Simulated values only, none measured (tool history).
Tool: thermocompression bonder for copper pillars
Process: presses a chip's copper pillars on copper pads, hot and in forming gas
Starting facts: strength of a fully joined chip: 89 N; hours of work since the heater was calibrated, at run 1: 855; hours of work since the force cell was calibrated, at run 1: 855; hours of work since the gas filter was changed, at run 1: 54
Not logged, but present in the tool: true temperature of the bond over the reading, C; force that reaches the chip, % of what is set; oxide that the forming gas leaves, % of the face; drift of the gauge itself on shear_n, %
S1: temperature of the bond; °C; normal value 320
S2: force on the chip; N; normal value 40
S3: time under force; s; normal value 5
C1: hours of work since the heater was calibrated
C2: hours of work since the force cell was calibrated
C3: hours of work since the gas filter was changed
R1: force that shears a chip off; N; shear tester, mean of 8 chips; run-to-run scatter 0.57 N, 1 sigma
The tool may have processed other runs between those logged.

{"run": 1, "hour": 0.0, "S1": 320, "S2": 40, "S3": 5, "C1": 855, "C2": 855, "C3": 54, "R1": 42.9}
{"hour": 9.2, "done": "force cell calibrated"}
{"run": 2, "hour": 45.8, "S1": 320, "S2": 31, "S3": 5, "C1": 887, "C2": 27, "C3": 87, "R1": 37.6}
{"run": 3, "hour": 121.9, "S1": 320, "S2": 40, "S3": 5, "C1": 944, "C2": 84, "C3": 144, "R1": 40.8}
{"run": 4, "hour": 180.1, "S1": 315, "S2": 40, "S3": 5, "C1": 987, "C2": 127, "C3": 187, "R1": 39.8}
{"run": 5, "hour": 258.6, "S1": 315, "S2": 40, "S3": 5, "C1": 1045, "C2": 185, "C3": 245, "R1": 40}
{"run": 6, "hour": 318.5, "S1": 315, "S2": 40, "S3": 5, "C1": 1090, "C2": 229, "C3": 289, "R1": 39.5}
{"run": 7, "hour": 390.2, "S1": 315, "S2": 39, "S3": 5, "C1": 1143, "C2": 283, "C3": 342, "R1": 39.3}
{"run": 8, "hour": 471.3, "S1": 315, "S2": 39, "S3": 5, "C1": 1203, "C2": 343, "C3": 403, "R1": 39.4}
{"run": 9, "hour": 542.3, "S1": 315, "S2": 39, "S3": 5, "C1": 1255, "C2": 395, "C3": 455, "R1": 39.1}
{"hour": 566.5, "done": "forming gas filter changed"}
{"hour": 574.2, "done": "heater calibrated with a thermocouple chip"}
{"run": 10, "hour": 585.2, "S1": 342, "S2": 39, "S3": 10, "C1": 8, "C2": 425, "C3": 12, "R1": 56.9}
{"run": 11, "hour": 620.2, "S1": 342, "S2": 39, "S3": 10, "C1": 34, "C2": 451, "C3": 38, "R1": 57.4}
{"run": 12, "hour": 676.0, "S1": 293, "S2": 27, "S3": 4, "C1": 75, "C2": 493, "C3": 80, "R1": 23.8}
{"run": 13, "hour": 725.0, "S1": 293, "S2": 27, "S3": 4, "C1": 112, "C2": 529, "C3": 116, "R1": 23.7}
{"run": 14, "hour": 804.0, "S1": 320, "S2": 54, "S3": 6, "C1": 170, "C2": 587, "C3": 175, "R1": 47.3}
{"run": 15, "hour": 847.8, "S1": 329, "S2": 34, "S3": 12, "C1": 203, "C2": 620, "C3": 207, "R1": 52.3}
{"run": 16, "hour": 904.8, "S1": 329, "S2": 34, "S3": 12, "C1": 245, "C2": 662, "C3": 249, "R1": 50.9}

Predict each of these 3 candidate next runs independently; none follows another, all start after run 16:
{"run": "A", "hour": 974.1, "S1": 317, "S2": 35, "S3": 6, "C1": 296, "C2": 714, "C3": 301, "R1": "?"}
{"run": "B", "hour": 974.1, "S1": 329, "S2": 27, "S3": 12, "C1": 296, "C2": 714, "C3": 301, "R1": "?"}
{"run": "C", "hour": 974.1, "S1": 321, "S2": 41, "S3": 12, "C1": 296, "C2": 714, "C3": 301, "R1": "?"}

run=A R1=37.5
run=B R1=46.8
run=C R1=53.8
Without the tool's unlogged condition, the same runs would have read:
run=A R1=38.1
run=B R1=47.9
run=C R1=55.1
